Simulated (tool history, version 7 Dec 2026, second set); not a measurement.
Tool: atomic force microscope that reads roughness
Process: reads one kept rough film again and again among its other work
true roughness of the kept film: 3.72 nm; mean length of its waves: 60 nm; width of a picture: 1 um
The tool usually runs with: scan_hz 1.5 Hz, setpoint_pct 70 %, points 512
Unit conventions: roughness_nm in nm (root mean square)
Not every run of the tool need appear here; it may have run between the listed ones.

run 1 hour=0 | scan_hz=1.5 setpoint_pct=70 points=512 | roughness_nm=3.269
run 2 hour=20.3 | scan_hz=1.5 setpoint_pct=70 points=512 | roughness_nm=3.215
run 3 hour=35 | scan_hz=1.5 setpoint_pct=70 points=512 | roughness_nm=3.178
run 4 hour=47.2 | scan_hz=1.5 setpoint_pct=70 points=512 | roughness_nm=3.166
run 5 hour=65.4 | scan_hz=1.5 setpoint_pct=70 points=512 | roughness_nm=3.112
-- hour=69.5 new tip fitted
run 6 hour=84.6 | scan_hz=1.5 setpoint_pct=70 points=512 | roughness_nm=3.414
run 7 hour=98.9 | scan_hz=1.5 setpoint_pct=70 points=442 | roughness_nm=3.364
run 8 hour=119.7 | scan_hz=1.5 setpoint_pct=70 points=442 | roughness_nm=3.31
run 9 hour=132.5 | scan_hz=1.5 setpoint_pct=70 points=442 | roughness_nm=3.279
run 10 hour=148.7 | scan_hz=1.5 setpoint_pct=70 points=442 | roughness_nm=3.244
run 11 hour=167.2 | scan_hz=1.5 setpoint_pct=70 points=442 | roughness_nm=3.232
run 12 hour=187.5 | scan_hz=1.5 setpoint_pct=70 points=442 | roughness_nm=3.167
-- hour=211.6 new tip fitted
run 13 hour=212.6 | scan_hz=1.5 setpoint_pct=70 points=442 | roughness_nm=3.441
run 14 hour=235.6 | scan_hz=0.82 setpoint_pct=70 points=512 | roughness_nm=3.474
run 15 hour=250.7 | scan_hz=1.5 setpoint_pct=70 points=795 | roughness_nm=3.37
run 16 hour=268.7 | scan_hz=1.5 setpoint_pct=70 points=512 | roughness_nm=3.317
run 17 hour=289.7 | scan_hz=1.5 setpoint_pct=70 points=512 | roughness_nm=3.242
run 18 hour=317.5 | scan_hz=1.5 setpoint_pct=70 points=512 | roughness_nm=3.185
run 19 hour=336.4 | scan_hz=1.5 setpoint_pct=70 points=512 | roughness_nm=3.149
run 20 hour=351 | scan_hz=1.5 setpoint_pct=70 points=512 | roughness_nm=3.131
-- hour=353.4 new tip fitted
run 21 hour=374.8 | scan_hz=1.5 setpoint_pct=70 points=512 | roughness_nm=3.399
run 22 hour=387.9 | scan_hz=1.5 setpoint_pct=70 points=512 | roughness_nm=3.371
run 23 hour=399.6 | scan_hz=1.5 setpoint_pct=70 points=512 | roughness_nm=3.361
run 24 hour=423.7 | scan_hz=1.5 setpoint_pct=70 points=512 | roughness_nm=3.261
run 25 hour=439.2 | scan_hz=1.5 setpoint_pct=70 points=512 | roughness_nm=3.254
run 26 hour=461.4 | scan_hz=0.77 setpoint_pct=70 points=906 | roughness_nm=3.269
run 27 hour=479 | scan_hz=0.77 setpoint_pct=70 points=906 | roughness_nm=3.242
-- hour=494.3 new tip fitted
run 28 hour=507.3 | scan_hz=1.5 setpoint_pct=81 points=512 | roughness_nm=3.287
run 29 hour=519.5 | scan_hz=1.5 setpoint_pct=81 points=512 | roughness_nm=3.305
run 30 hour=538.2 | scan_hz=1.5 setpoint_pct=81 points=512 | roughness_nm=3.182
run 31 hour=560.6 | scan_hz=1.5 setpoint_pct=70 points=414 | roughness_nm=3.297
run 32 hour=572.9 | scan_hz=1.5 setpoint_pct=70 points=414 | roughness_nm=3.264
run 33 hour=595.5 | scan_hz=1.83 setpoint_pct=68 points=492 | roughness_nm=3.204
run 34 hour=619 | scan_hz=1.83 setpoint_pct=68 points=492 | roughness_nm=3.171
run 35 hour=630.8 | scan_hz=0.65 setpoint_pct=72 points=492 | roughness_nm=3.22
-- hour=636.9 new tip fitted
run 36 hour=647.5 | scan_hz=2.23 setpoint_pct=83 points=355 | roughness_nm=3.089
run 37 hour=674.7 | scan_hz=2.23 setpoint_pct=83 points=355 | roughness_nm=3.073
run 38 hour=689 | scan_hz=2.3 setpoint_pct=60 points=819 | roughness_nm=3.362
run 39 hour=711.8 | scan_hz=2.3 setpoint_pct=59 points=964 | roughness_nm=3.306
run 40 hour=724.8 | scan_hz=2.3 setpoint_pct=59 points=964 | roughness_nm=3.304
run 41 hour=745.1 | scan_hz=2.3 setpoint_pct=59 points=964 | roughness_nm=3.268
run 42 hour=764.6 | scan_hz=1.89 setpoint_pct=75 points=1021 | roughness_nm=3.057
-- hour=778.3 new tip fitted
run 43 hour=787.4 | scan_hz=0.72 setpoint_pct=76 points=1021 | roughness_nm=3.479
run 44 hour=800.6 | scan_hz=1.5 setpoint_pct=84 points=512 | roughness_nm=3.229
run 45 hour=816.8 | scan_hz=1.5 setpoint_pct=84 points=512 | roughness_nm=3.201
run 46 hour=843.4 | scan_hz=1.82 setpoint_pct=70 points=624 | roughness_nm=3.275
run 47 hour=856 | scan_hz=1.57 setpoint_pct=85 points=507 | roughness_nm=3.105
run 48 hour=877 | scan_hz=0.95 setpoint_pct=82 points=512 | roughness_nm=3.233
run 49 hour=891.6 | scan_hz=1.34 setpoint_pct=70 points=512 | roughness_nm=3.226

Alternative continuations, all from the tool just after run 49; predict every row:
run A hour=907.3 | scan_hz=1.34 setpoint_pct=70 points=388 | roughness_nm=?
run B hour=907.3 | scan_hz=2.71 setpoint_pct=78 points=512 | roughness_nm=?
run C hour=907.3 | scan_hz=0.67 setpoint_pct=69 points=512 | roughness_nm=?

run=A roughness_nm=3.19
run=B roughness_nm=2.918
run=C roughness_nm=3.27
The same runs, with their run-to-run variation unchanged, on a tool lacking any hidden condition would have given:
run=A roughness_nm=3.457
run=B roughness_nm=3.163
run=C roughness_nm=3.544
